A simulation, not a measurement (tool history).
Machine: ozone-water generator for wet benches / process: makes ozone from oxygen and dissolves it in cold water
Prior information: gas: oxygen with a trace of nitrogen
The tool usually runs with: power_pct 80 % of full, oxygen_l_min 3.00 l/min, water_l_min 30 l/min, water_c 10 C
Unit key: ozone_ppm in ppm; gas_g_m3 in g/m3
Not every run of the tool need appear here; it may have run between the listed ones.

run   hour  power_pct  oxygen_l_min  water_l_min  water_c  ozone_ppm  gas_g_m3
  1    0.0         80          3.00           30       10       10.8     215.9
  2   34.2         55          3.00           30       10        8.9     178.5
  3   56.5         55          3.00           30       10        8.9     179.2
  4   77.8         80          3.00           30       10       11.1     216.7
  5  108.0         80          3.00           30       15       10.2     215.8
  6  142.4         80          3.00           30       15       10.5     217.3
  7  180.8         80          3.00           30       15       10.4     216.8
  8  220.1         80          3.00           30       15       10.4     213.7
     223.7  -- water thermometer calibrated
  9  269.9         80          3.00           30       10       10.6     216.1
 10  306.5         80          3.00           30       10       10.6     217.1
 11  327.8         80          3.00           30       10       10.7     216.7
 12  373.9         80          3.00           30       10       10.4     217.0
     388.7  -- water thermometer calibrated, once more
 13  396.2         80          3.00           30       10       10.4     216.2
 14  434.7         80          2.80           30       16       10.0     219.7
 15  465.0         83          4.48           30        6       13.3     196.2
 16  487.0         52          2.27           21       12       11.2     189.2
 17  526.2         52          2.39           39       12        5.5     186.3

Run 18 has not been measured yet. What should we expect?
 18  573.8         80          3.00           21        6          ?         ?

Run 18 measured ozone_ppm 16.5 ppm, gas_g_m3 216.3 g/m3.
Had the tool carried no hidden state, the very same run would have given ozone_ppm 17.2 ppm, gas_g_m3 219.6 g/m3.
